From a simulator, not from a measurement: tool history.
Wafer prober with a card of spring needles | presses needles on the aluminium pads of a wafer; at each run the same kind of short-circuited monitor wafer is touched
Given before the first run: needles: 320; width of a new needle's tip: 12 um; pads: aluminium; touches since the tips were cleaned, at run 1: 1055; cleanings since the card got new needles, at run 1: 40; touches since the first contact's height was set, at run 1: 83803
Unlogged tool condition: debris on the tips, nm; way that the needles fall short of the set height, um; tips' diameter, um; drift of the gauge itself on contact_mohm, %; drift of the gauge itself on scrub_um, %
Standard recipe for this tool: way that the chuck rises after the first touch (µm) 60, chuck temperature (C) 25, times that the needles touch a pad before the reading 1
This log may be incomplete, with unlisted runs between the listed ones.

run   hour  way that the chuck rises after the first touch (µm)  chuck temperature (C)  times that the needles touch a pad before the reading  touches since the tips were cleaned  cleanings since the card got new needles  touches since the first contact's height was set  resistance of one needle with its contact and lead (mohm)  way that a needle slides on the pad (µm)
  1      0                                                   60                     25                                                      1                                 1055                                        40                                             83803                                                        279                                      9.48
       1.9  -- tips cleaned on abrasive film
       5.6  -- tips cleaned on abrasive film
      10.1  -- tips cleaned on abrasive film
      13.8  -- tips cleaned on abrasive film
      18.4  -- tips cleaned on abrasive film
        23  -- tips cleaned on abrasive film
      27.5  -- tips cleaned on abrasive film
      31.2  -- tips cleaned on abrasive film
      35.8  -- tips cleaned on abrasive film
      39.5  -- tips cleaned on abrasive film
        44  -- tips cleaned on abrasive film
      48.6  -- tips cleaned on abrasive film
      53.2  -- tips cleaned on abrasive film
      57.7  -- tips cleaned on abrasive film
  2   59.9                                                   60                     25                                                      1                                 1097                                        54                                            112928                                                        287                                      9.26
      61.8  -- tips cleaned on abrasive film
      63.9  -- height of the first contact set anew
      65.8  -- tips cleaned on abrasive film
      69.5  -- tips cleaned on abrasive film
        74  -- tips cleaned on abrasive film
      78.6  -- tips cleaned on abrasive film
      83.2  -- tips cleaned on abrasive film
      86.9  -- tips cleaned on abrasive film
      90.5  -- tips cleaned on abrasive film
      95.1  -- tips cleaned on abrasive film
      98.8  -- tips cleaned on abrasive film
     103.4  -- tips cleaned on abrasive film
     107.9  -- tips cleaned on abrasive film
     112.5  -- tips cleaned on abrasive film
  3  114.1                                                   60                     25                                                      1                                  795                                        67                                             24374                                                        279                                       9.6
     116.9  -- tips cleaned on abrasive film
     120.6  -- tips cleaned on abrasive film
     125.1  -- tips cleaned on abrasive film
     128.8  -- tips cleaned on abrasive film
     133.4  -- tips cleaned on abrasive film
       138  -- tips cleaned on abrasive film
     142.5  -- tips cleaned on abrasive film
     146.2  -- tips cleaned on abrasive film
     150.8  -- tips cleaned on abrasive film
     155.3  -- tips cleaned on abrasive film
       159  -- tips cleaned on abrasive film
     163.6  -- tips cleaned on abrasive film
     168.2  -- tips cleaned on abrasive film
     171.8  -- tips cleaned on abrasive film
     176.4  -- tips cleaned on abrasive film
     180.1  -- tips cleaned on abrasive film
     183.8  -- tips cleaned on abrasive film
     188.3  -- tips cleaned on abrasive film
     192.9  -- tips cleaned on abrasive film
  4  194.4                                                   60                     25                                                      1                                  721                                        86                                             63355                                                        282                                      9.55
     197.1  -- tips cleaned on abrasive film
     201.7  -- tips cleaned on abrasive film
     206.3  -- tips cleaned on abrasive film
     210.8  -- tips cleaned on abrasive film
     215.4  -- tips cleaned on abrasive film
       220  -- tips cleaned on abrasive film
     224.6  -- tips cleaned on abrasive film
     229.1  -- tips cleaned on abrasive film
     232.8  -- tips cleaned on abrasive film
     236.5  -- tips cleaned on abrasive film
     240.2  -- tips cleaned on abrasive film
     244.7  -- tips cleaned on abrasive film
     248.4  -- tips cleaned on abrasive film
  5  249.3                                                   60                     25                                                      1                                  428                                        99                                             90031                                                        278                                       9.3
     252.9  -- tips cleaned on abrasive film
     257.5  -- tips cleaned on abrasive film
     261.2  -- tips cleaned on abrasive film
     264.9  -- tips cleaned on abrasive film
     269.4  -- tips cleaned on abrasive film
     273.1  -- tips cleaned on abrasive film
     277.7  -- tips cleaned on abrasive film
     282.3  -- tips cleaned on abrasive film
     285.9  -- tips cleaned on abrasive film
     290.5  -- tips cleaned on abrasive film
     295.1  -- tips cleaned on abrasive film
     299.7  -- tips cleaned on abrasive film
     300.8  -- height of the first contact set anew
     303.6  -- tips cleaned on abrasive film
     308.2  -- tips cleaned on abrasive film
     311.9  -- tips cleaned on abrasive film
     315.6  -- tips cleaned on abrasive film
     320.1  -- tips cleaned on abrasive film
  6  323.2                                                   60                     37                                                      1                                 1513                                       116                                             10856                                                        293                                      9.73
     324.2  -- tips cleaned on abrasive film
     327.8  -- tips cleaned on abrasive film
     332.4  -- tips cleaned on abrasive film
       337  -- tips cleaned on abrasive film
     340.7  -- tips cleaned on abrasive film
     345.2  -- tips cleaned on abrasive film
     348.9  -- tips cleaned on abrasive film
     352.6  -- tips cleaned on abrasive film
     357.1  -- tips cleaned on abrasive film
     361.7  -- tips cleaned on abrasive film
     366.3  -- tips cleaned on abrasive film
     370.9  -- tips cleaned on abrasive film
     375.4  -- tips cleaned on abrasive film
     379.1  -- tips cleaned on abrasive film
  7    381                                                   60                     25                                                      2                                  959                                       130                                             38952                                                        280                                      9.55
     382.9  -- tips cleaned on abrasive film
     386.6  -- tips cleaned on abrasive film
     391.2  -- tips cleaned on abrasive film
     394.9  -- tips cleaned on abrasive film
     398.5  -- tips cleaned on abrasive film
     403.1  -- tips cleaned on abrasive film
     407.7  -- tips cleaned on abrasive film
     411.3  -- tips cleaned on abrasive film
     415.9  -- tips cleaned on abrasive film
     419.6  -- tips cleaned on abrasive film
     424.2  -- tips cleaned on abrasive film
     428.7  -- tips cleaned on abrasive film
     433.3  -- tips cleaned on abrasive film
  8  433.6                                                   60                     66                                                      1                                  145                                       143                                             64457                                                        285                                      9.47
     437.3  -- tips cleaned on abrasive film
     441.8  -- tips cleaned on abrasive film
     446.4  -- tips cleaned on abrasive film
     450.1  -- tips cleaned on abrasive film
     453.8  -- tips cleaned on abrasive film
     458.3  -- tips cleaned on abrasive film
     462.9  -- tips cleaned on abrasive film
     467.5  -- tips cleaned on abrasive film
     472.1  -- tips cleaned on abrasive film
     475.7  -- tips cleaned on abrasive film
     479.4  -- tips cleaned on abrasive film
       484  -- tips cleaned on abrasive film
     487.7  -- tips cleaned on abrasive film
     492.2  -- tips cleaned on abrasive film
  9  493.5                                                   61                     48                                                      2                                  640                                       157                                             93570                                                        279                                      9.48
     496.3  -- tips cleaned on abrasive film
     500.9  -- tips cleaned on abrasive film
     505.4  -- tips cleaned on abrasive film
       510  -- tips cleaned on abrasive film
     513.7  -- tips cleaned on abrasive film
     518.3  -- tips cleaned on abrasive film
     521.9  -- tips cleaned on abrasive film
     526.5  -- tips cleaned on abrasive film
     531.1  -- tips cleaned on abrasive film
     534.8  -- tips cleaned on abrasive film
     537.7  -- height of the first contact set anew
     539.6  -- tips cleaned on abrasive film
     544.2  -- tips cleaned on abrasive film
     548.8  -- tips cleaned on abrasive film
     552.4  -- tips cleaned on abrasive film
 10    555                                                   61                     48                                                      2                                 1253                                       171                                              8371                                                        285                                      9.91
     556.8  -- tips cleaned on abrasive film
     561.4  -- tips cleaned on abrasive film
     565.1  -- tips cleaned on abrasive film
     569.7  -- tips cleaned on abrasive film
     573.3  -- tips cleaned on abrasive film
     577.9  -- tips cleaned on abrasive film
     581.6  -- tips cleaned on abrasive film
     586.2  -- tips cleaned on abrasive film
     589.8  -- tips cleaned on abrasive film
     594.4  -- tips cleaned on abrasive film
     598.1  -- tips cleaned on abrasive film
     602.7  -- tips cleaned on abrasive film
     606.6  -- tips cleaned on abrasive film
 11  606.6                                                   61                     48                                                      2                                    0                                       184                                             33426                                                        282                                       9.7
     611.2  -- tips cleaned on abrasive film
     614.9  -- tips cleaned on abrasive film
     619.4  -- tips cleaned on abrasive film
     623.1  -- tips cleaned on abrasive film
     627.7  -- tips cleaned on abrasive film
     631.4  -- tips cleaned on abrasive film
     635.9  -- tips cleaned on abrasive film
     640.5  -- tips cleaned on abrasive film
     644.2  -- tips cleaned on abrasive film
     647.9  -- tips cleaned on abrasive film
     652.4  -- tips cleaned on abrasive film
     656.1  -- tips cleaned on abrasive film
     659.8  -- tips cleaned on abrasive film
     664.3  -- tips cleaned on abrasive film
       668  -- tips cleaned on abrasive film
 12  671.6                                                   62                     25                                                      1                                 1765                                       199                                             64997                                                        287                                      9.76
     672.6  -- tips cleaned on abrasive film
     676.2  -- tips cleaned on abrasive film
     680.8  -- tips cleaned on abrasive film
     685.4  -- tips cleaned on abrasive film
       690  -- tips cleaned on abrasive film
     694.5  -- tips cleaned on abrasive film
     699.1  -- tips cleaned on abrasive film
     702.8  -- tips cleaned on abrasive film
     707.3  -- tips cleaned on abrasive film
       711  -- tips cleaned on abrasive film
 13  711.2                                                   79                     25                                                      1                                  110                                       209                                             84237                                                        264                                     12.52
     714.9  -- tips cleaned on abrasive film
     719.5  -- tips cleaned on abrasive film
     723.2  -- tips cleaned on abrasive film
     727.7  -- tips cleaned on abrasive film
     732.3  -- tips cleaned on abrasive film
     736.9  -- tips cleaned on abrasive film
     740.6  -- tips cleaned on abrasive film
     744.2  -- tips cleaned on abrasive film
     748.8  -- tips cleaned on abrasive film
     753.4  -- tips cleaned on abrasive film
     757.9  -- tips cleaned on abrasive film
     761.6  -- tips cleaned on abrasive film
     766.2  -- tips cleaned on abrasive film
 14  768.9                                                   56                     31                                                      2                                 1344                                       222                                            112275                                                        287                                      8.66
     769.9  -- tips cleaned on abrasive film
     774.5  -- tips cleaned on abrasive film
     774.8  -- height of the first contact set anew
     779.3  -- tips cleaned on abrasive film
     783.9  -- tips cleaned on abrasive film
     788.5  -- tips cleaned on abrasive film
       793  -- tips cleaned on abrasive film
     796.7  -- tips cleaned on abrasive film
     800.4  -- tips cleaned on abrasive film
       805  -- tips cleaned on abrasive film
     809.5  -- tips cleaned on abrasive film
     813.2  -- tips cleaned on abrasive film
     817.8  -- tips cleaned on abrasive film
 15  819.1                                                   56                     31                                                      2                                  672                                       234                                             21581                                                        285                                      8.91

Take each entry between the runs: how does the hidden state at the last listed run before it differ from the hidden state at the first listed run after it?
Between runs 1 and 2: tips cleaned on abrasive film (hour 1.9); tips cleaned on abrasive film (hour 5.6); tips cleaned on abrasive film (hour 10.1); tips cleaned on abrasive film (hour 13.8); tips cleaned on abrasive film (hour 18.4); tips cleaned on abrasive film (hour 23); tips cleaned on abrasive film (hour 27.5); tips cleaned on abrasive film (hour 31.2); tips cleaned on abrasive film (hour 35.8); tips cleaned on abrasive film (hour 39.5); tips cleaned on abrasive film (hour 44); tips cleaned on abrasive film (hour 48.6); tips cleaned on abrasive film (hour 53.2); tips cleaned on abrasive film (hour 57.7)
  debris on the tips, nm: 23.7 -> 27.9; way that the needles fall short of the set height, um: 2.3 -> 3.12; tips' diameter, um: 12.81 -> 13.09
  measured minus no-state result, resistance of one needle with its contact and lead (mohm): +10 -> +13; way that a needle slides on the pad (µm): -0.38 -> -0.51
Between runs 2 and 3: tips cleaned on abrasive film (hour 61.8); height of the first contact set anew (hour 63.9); tips cleaned on abrasive film (hour 65.8); tips cleaned on abrasive film (hour 69.5); tips cleaned on abrasive film (hour 74); tips cleaned on abrasive film (hour 78.6); tips cleaned on abrasive film (hour 83.2); tips cleaned on abrasive film (hour 86.9); tips cleaned on abrasive film (hour 90.5); tips cleaned on abrasive film (hour 95.1); tips cleaned on abrasive film (hour 98.8); tips cleaned on abrasive film (hour 103.4); tips cleaned on abrasive film (hour 107.9); tips cleaned on abrasive film (hour 112.5)
  debris on the tips, nm: 27.9 -> 21.5; way that the needles fall short of the set height, um: 3.12 -> 0.78; tips' diameter, um: 13.09 -> 13.39
  measured minus no-state result, resistance of one needle with its contact and lead (mohm): +13 -> +9; way that a needle slides on the pad (µm): -0.51 -> -0.13
Between runs 3 and 4: tips cleaned on abrasive film (hour 116.9); tips cleaned on abrasive film (hour 120.6); tips cleaned on abrasive film (hour 125.1); tips cleaned on abrasive film (hour 128.8); tips cleaned on abrasive film (hour 133.4); tips cleaned on abrasive film (hour 138); tips cleaned on abrasive film (hour 142.5); tips cleaned on abrasive film (hour 146.2); tips cleaned on abrasive film (hour 150.8); tips cleaned on abrasive film (hour 155.3); tips cleaned on abrasive film (hour 159); tips cleaned on abrasive film (hour 163.6); tips cleaned on abrasive film (hour 168.2); tips cleaned on abrasive film (hour 171.8); tips cleaned on abrasive film (hour 176.4); tips cleaned on abrasive film (hour 180.1); tips cleaned on abrasive film (hour 183.8); tips cleaned on abrasive film (hour 188.3); tips cleaned on abrasive film (hour 192.9)
  debris on the tips, nm: 21.5 -> 21.8; way that the needles fall short of the set height, um: 0.78 -> 1.9; tips' diameter, um: 13.39 -> 13.78
  measured minus no-state result, resistance of one needle with its contact and lead (mohm): +9 -> +10; way that a needle slides on the pad (µm): -0.13 -> -0.31
Between runs 4 and 5: tips cleaned on abrasive film (hour 197.1); tips cleaned on abrasive film (hour 201.7); tips cleaned on abrasive film (hour 206.3); tips cleaned on abrasive film (hour 210.8); tips cleaned on abrasive film (hour 215.4); tips cleaned on abrasive film (hour 220); tips cleaned on abrasive film (hour 224.6); tips cleaned on abrasive film (hour 229.1); tips cleaned on abrasive film (hour 232.8); tips cleaned on abrasive film (hour 236.5); tips cleaned on abrasive film (hour 240.2); tips cleaned on abrasive film (hour 244.7); tips cleaned on abrasive film (hour 248.4)
  debris on the tips, nm: 21.8 -> 13.2; way that the needles fall short of the set height, um: 1.9 -> 2.65; tips' diameter, um: 13.78 -> 14.04
  measured minus no-state result, resistance of one needle with its contact and lead (mohm): +10 -> +7; way that a needle slides on the pad (µm): -0.31 -> -0.44
Between runs 5 and 6: tips cleaned on abrasive film (hour 252.9); tips cleaned on abrasive film (hour 257.5); tips cleaned on abrasive film (hour 261.2); tips cleaned on abrasive film (hour 264.9); tips cleaned on abrasive film (hour 269.4); tips cleaned on abrasive film (hour 273.1); tips cleaned on abrasive film (hour 277.7); tips cleaned on abrasive film (hour 282.3); tips cleaned on abrasive film (hour 285.9); tips cleaned on abrasive film (hour 290.5); tips cleaned on abrasive film (hour 295.1); tips cleaned on abrasive film (hour 299.7); height of the first contact set anew (hour 300.8); tips cleaned on abrasive film (hour 303.6); tips cleaned on abrasive film (hour 308.2); tips cleaned on abrasive film (hour 311.9); tips cleaned on abrasive film (hour 315.6); tips cleaned on abrasive film (hour 320.1)
  debris on the tips, nm: 13.2 -> 35.1; way that the needles fall short of the set height, um: 2.65 -> 0.31; tips' diameter, um: 14.04 -> 14.41
  measured minus no-state result, resistance of one needle with its contact and lead (mohm): +7 -> +15; way that a needle slides on the pad (µm): -0.44 -> -0.05
Between runs 6 and 7: tips cleaned on abrasive film (hour 324.2); tips cleaned on abrasive film (hour 327.8); tips cleaned on abrasive film (hour 332.4); tips cleaned on abrasive film (hour 337); tips cleaned on abrasive film (hour 340.7); tips cleaned on abrasive film (hour 345.2); tips cleaned on abrasive film (hour 348.9); tips cleaned on abrasive film (hour 352.6); tips cleaned on abrasive film (hour 357.1); tips cleaned on abrasive film (hour 361.7); tips cleaned on abrasive film (hour 366.3); tips cleaned on abrasive film (hour 370.9); tips cleaned on abrasive film (hour 375.4); tips cleaned on abrasive film (hour 379.1)
  debris on the tips, nm: 35.1 -> 26; way that the needles fall short of the set height, um: 0.31 -> 1.17; tips' diameter, um: 14.41 -> 14.71
  measured minus no-state result, resistance of one needle with its contact and lead (mohm): +15 -> +7; way that a needle slides on the pad (µm): -0.05 -> -0.19
Between runs 7 and 8: tips cleaned on abrasive film (hour 382.9); tips cleaned on abrasive film (hour 386.6); tips cleaned on abrasive film (hour 391.2); tips cleaned on abrasive film (hour 394.9); tips cleaned on abrasive film (hour 398.5); tips cleaned on abrasive film (hour 403.1); tips cleaned on abrasive film (hour 407.7); tips cleaned on abrasive film (hour 411.3); tips cleaned on abrasive film (hour 415.9); tips cleaned on abrasive film (hour 419.6); tips cleaned on abrasive film (hour 424.2); tips cleaned on abrasive film (hour 428.7); tips cleaned on abrasive film (hour 433.3)
  debris on the tips, nm: 26 -> 7.2; way that the needles fall short of the set height, um: 1.17 -> 1.95; tips' diameter, um: 14.71 -> 14.99
  measured minus no-state result, resistance of one needle with its contact and lead (mohm): +7 -> +3; way that a needle slides on the pad (µm): -0.19 -> -0.31
Between runs 8 and 9: tips cleaned on abrasive film (hour 437.3); tips cleaned on abrasive film (hour 441.8); tips cleaned on abrasive film (hour 446.4); tips cleaned on abrasive film (hour 450.1); tips cleaned on abrasive film (hour 453.8); tips cleaned on abrasive film (hour 458.3); tips cleaned on abrasive film (hour 462.9); tips cleaned on abrasive film (hour 467.5); tips cleaned on abrasive film (hour 472.1); tips cleaned on abrasive film (hour 475.7); tips cleaned on abrasive film (hour 479.4); tips cleaned on abrasive film (hour 484); tips cleaned on abrasive film (hour 487.7); tips cleaned on abrasive film (hour 492.2)
  debris on the tips, nm: 7.2 -> 19.4; way that the needles fall short of the set height, um: 1.95 -> 2.76; tips' diameter, um: 14.99 -> 15.27
  measured minus no-state result, resistance of one needle with its contact and lead (mohm): +3 -> +6; way that a needle slides on the pad (µm): -0.31 -> -0.45
Between runs 9 and 10: tips cleaned on abrasive film (hour 496.3); tips cleaned on abrasive film (hour 500.9); tips cleaned on abrasive film (hour 505.4); tips cleaned on abrasive film (hour 510); tips cleaned on abrasive film (hour 513.7); tips cleaned on abrasive film (hour 518.3); tips cleaned on abrasive film (hour 521.9); tips cleaned on abrasive film (hour 526.5); tips cleaned on abrasive film (hour 531.1); tips cleaned on abrasive film (hour 534.8); height of the first contact set anew (hour 537.7); tips cleaned on abrasive film (hour 539.6); tips cleaned on abrasive film (hour 544.2); tips cleaned on abrasive film (hour 548.8); tips cleaned on abrasive film (hour 552.4)
  debris on the tips, nm: 19.4 -> 32.7; way that the needles fall short of the set height, um: 2.76 -> 0.24; tips' diameter, um: 15.27 -> 15.55
  measured minus no-state result, resistance of one needle with its contact and lead (mohm): +6 -> +9; way that a needle slides on the pad (µm): -0.45 -> -0.04
Between runs 10 and 11: tips cleaned on abrasive film (hour 556.8); tips cleaned on abrasive film (hour 561.4); tips cleaned on abrasive film (hour 565.1); tips cleaned on abrasive film (hour 569.7); tips cleaned on abrasive film (hour 573.3); tips cleaned on abrasive film (hour 577.9); tips cleaned on abrasive film (hour 581.6); tips cleaned on abrasive film (hour 586.2); tips cleaned on abrasive film (hour 589.8); tips cleaned on abrasive film (hour 594.4); tips cleaned on abrasive film (hour 598.1); tips cleaned on abrasive film (hour 602.7); tips cleaned on abrasive film (hour 606.6)
  debris on the tips, nm: 32.7 -> 4.2; way that the needles fall short of the set height, um: 0.24 -> 1.07; tips' diameter, um: 15.55 -> 15.84
  measured minus no-state result, resistance of one needle with its contact and lead (mohm): +9 -> +2; way that a needle slides on the pad (µm): -0.04 -> -0.18
Between runs 11 and 12: tips cleaned on abrasive film (hour 611.2); tips cleaned on abrasive film (hour 614.9); tips cleaned on abrasive film (hour 619.4); tips cleaned on abrasive film (hour 623.1); tips cleaned on abrasive film (hour 627.7); tips cleaned on abrasive film (hour 631.4); tips cleaned on abrasive film (hour 635.9); tips cleaned on abrasive film (hour 640.5); tips cleaned on abrasive film (hour 644.2); tips cleaned on abrasive film (hour 647.9); tips cleaned on abrasive film (hour 652.4); tips cleaned on abrasive film (hour 656.1); tips cleaned on abrasive film (hour 659.8); tips cleaned on abrasive film (hour 664.3); tips cleaned on abrasive film (hour 668)
  debris on the tips, nm: 4.2 -> 43.2; way that the needles fall short of the set height, um: 1.07 -> 1.96; tips' diameter, um: 15.84 -> 16.16
  measured minus no-state result, resistance of one needle with its contact and lead (mohm): +2 -> +22; way that a needle slides on the pad (µm): -0.18 -> -0.32
Between runs 12 and 13: tips cleaned on abrasive film (hour 672.6); tips cleaned on abrasive film (hour 676.2); tips cleaned on abrasive film (hour 680.8); tips cleaned on abrasive film (hour 685.4); tips cleaned on abrasive film (hour 690); tips cleaned on abrasive film (hour 694.5); tips cleaned on abrasive film (hour 699.1); tips cleaned on abrasive film (hour 702.8); tips cleaned on abrasive film (hour 707.3); tips cleaned on abrasive film (hour 711)
  debris on the tips, nm: 43.2 -> 4.2; way that the needles fall short of the set height, um: 1.96 -> 2.53; tips' diameter, um: 16.16 -> 16.35
  measured minus no-state result, resistance of one needle with its contact and lead (mohm): +22 -> +1; way that a needle slides on the pad (µm): -0.32 -> -0.41
Between runs 13 and 14: tips cleaned on abrasive film (hour 714.9); tips cleaned on abrasive film (hour 719.5); tips cleaned on abrasive film (hour 723.2); tips cleaned on abrasive film (hour 727.7); tips cleaned on abrasive film (hour 732.3); tips cleaned on abrasive film (hour 736.9); tips cleaned on abrasive film (hour 740.6); tips cleaned on abrasive film (hour 744.2); tips cleaned on abrasive film (hour 748.8); tips cleaned on abrasive film (hour 753.4); tips cleaned on abrasive film (hour 757.9); tips cleaned on abrasive film (hour 761.6); tips cleaned on abrasive film (hour 766.2)
  debris on the tips, nm: 4.2 -> 32.8; way that the needles fall short of the set height, um: 2.53 -> 3.27; tips' diameter, um: 16.35 -> 16.61
  measured minus no-state result, resistance of one needle with its contact and lead (mohm): +1 -> +15; way that a needle slides on the pad (µm): -0.41 -> -0.54
Between runs 14 and 15: tips cleaned on abrasive film (hour 769.9); tips cleaned on abrasive film (hour 774.5); height of the first contact set anew (hour 774.8); tips cleaned on abrasive film (hour 779.3); tips cleaned on abrasive film (hour 783.9); tips cleaned on abrasive film (hour 788.5); tips cleaned on abrasive film (hour 793); tips cleaned on abrasive film (hour 796.7); tips cleaned on abrasive film (hour 800.4); tips cleaned on abrasive film (hour 805); tips cleaned on abrasive film (hour 809.5); tips cleaned on abrasive film (hour 813.2); tips cleaned on abrasive film (hour 817.8)
  debris on the tips, nm: 32.8 -> 18.4; way that the needles fall short of the set height, um: 3.27 -> 0.55; tips' diameter, um: 16.61 -> 16.84
  measured minus no-state result, resistance of one needle with its contact and lead (mohm): +15 -> +9; way that a needle slides on the pad (µm): -0.54 -> -0.09
